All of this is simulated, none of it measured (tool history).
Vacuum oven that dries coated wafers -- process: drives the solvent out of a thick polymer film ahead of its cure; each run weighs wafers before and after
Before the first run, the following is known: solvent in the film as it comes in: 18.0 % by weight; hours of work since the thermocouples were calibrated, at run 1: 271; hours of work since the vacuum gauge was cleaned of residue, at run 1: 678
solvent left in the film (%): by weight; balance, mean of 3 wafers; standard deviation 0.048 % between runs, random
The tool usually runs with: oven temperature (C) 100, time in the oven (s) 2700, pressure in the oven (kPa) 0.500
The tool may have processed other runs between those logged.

| run | hour | oven temperature (C) | time in the oven (s) | pressure in the oven (kPa) | hours of work since the thermocouples were calibrated | hours of work since the vacuum gauge was cleaned of residue | solvent left in the film (%) |
|---|---|---|---|---|---|---|---|
| 1 | 0.0 | 100 | 2700 | 0.500 | 271 | 678 | 3.99 |
| 2 | 64.3 | 100 | 2700 | 0.500 | 319 | 727 | 3.96 |
| 3 | 128.6 | 97 | 2700 | 0.500 | 368 | 776 | 4.83 |
| 4 | 169.9 | 97 | 2700 | 0.500 | 399 | 807 | 4.84 |
| 5 | 206.1 | 97 | 2700 | 0.500 | 426 | 834 | 4.95 |
| 6 | 245.5 | 100 | 2700 | 0.500 | 456 | 864 | 3.94 |
| 7 | 281.9 | 102 | 2700 | 0.500 | 484 | 891 | 3.37 |
| 8 | 318.8 | 102 | 2700 | 0.500 | 511 | 919 | 3.41 |
|  | 325.3 | vacuum gauge cleaned of residue and calibrated |
| 9 | 375.0 | 102 | 2700 | 0.500 | 553 | 37 | 3.48 |
| 10 | 450.7 | 102 | 2700 | 0.500 | 610 | 95 | 3.40 |
| 11 | 520.3 | 102 | 3060 | 0.722 | 662 | 147 | 3.09 |
| 12 | 569.8 | 102 | 3060 | 0.722 | 700 | 185 | 3.07 |
| 13 | 607.7 | 102 | 1620 | 1.057 | 728 | 213 | 6.12 |
| 14 | 641.9 | 96 | 1620 | 1.057 | 754 | 239 | 8.25 |
| 15 | 705.6 | 96 | 3600 | 0.645 | 802 | 287 | 4.03 |
| 16 | 749.7 | 93 | 1620 | 1.385 | 836 | 320 | 9.32 |

Forecast each of these 5 alternatives for the next run:
|  | 778.6 | vacuum gauge cleaned of residue and calibrated, once more |
| A | 795.4 | 92 | 1320 | 1.544 | 869 | 13 | ? |
|  | 778.6 | vacuum gauge cleaned of residue and calibrated, once more |
| B | 795.4 | 93 | 3840 | 1.489 | 869 | 13 | ? |
|  | 778.6 | vacuum gauge cleaned of residue and calibrated, once more |
| C | 795.4 | 97 | 2700 | 0.860 | 869 | 13 | ? |
|  | 778.6 | vacuum gauge cleaned of residue and calibrated, once more |
| D | 795.4 | 86 | 4740 | 1.385 | 869 | 13 | ? |
|  | 778.6 | vacuum gauge cleaned of residue and calibrated, once more |
| E | 795.4 | 100 | 2460 | 0.500 | 869 | 13 | ? |

| run | solvent left in the film (%) |
|---|---|
| A | 10.15 |
| B | 4.96 |
| C | 4.71 |
| D | 6.21 |
| E | 4.08 |
With the hidden condition removed and each run's random variation left untouched, the same runs would have given:
| run | solvent left in the film (%) |
|---|---|
| A | 10.46 |
| B | 5.35 |
| C | 5.09 |
| D | 6.64 |
| E | 4.44 |

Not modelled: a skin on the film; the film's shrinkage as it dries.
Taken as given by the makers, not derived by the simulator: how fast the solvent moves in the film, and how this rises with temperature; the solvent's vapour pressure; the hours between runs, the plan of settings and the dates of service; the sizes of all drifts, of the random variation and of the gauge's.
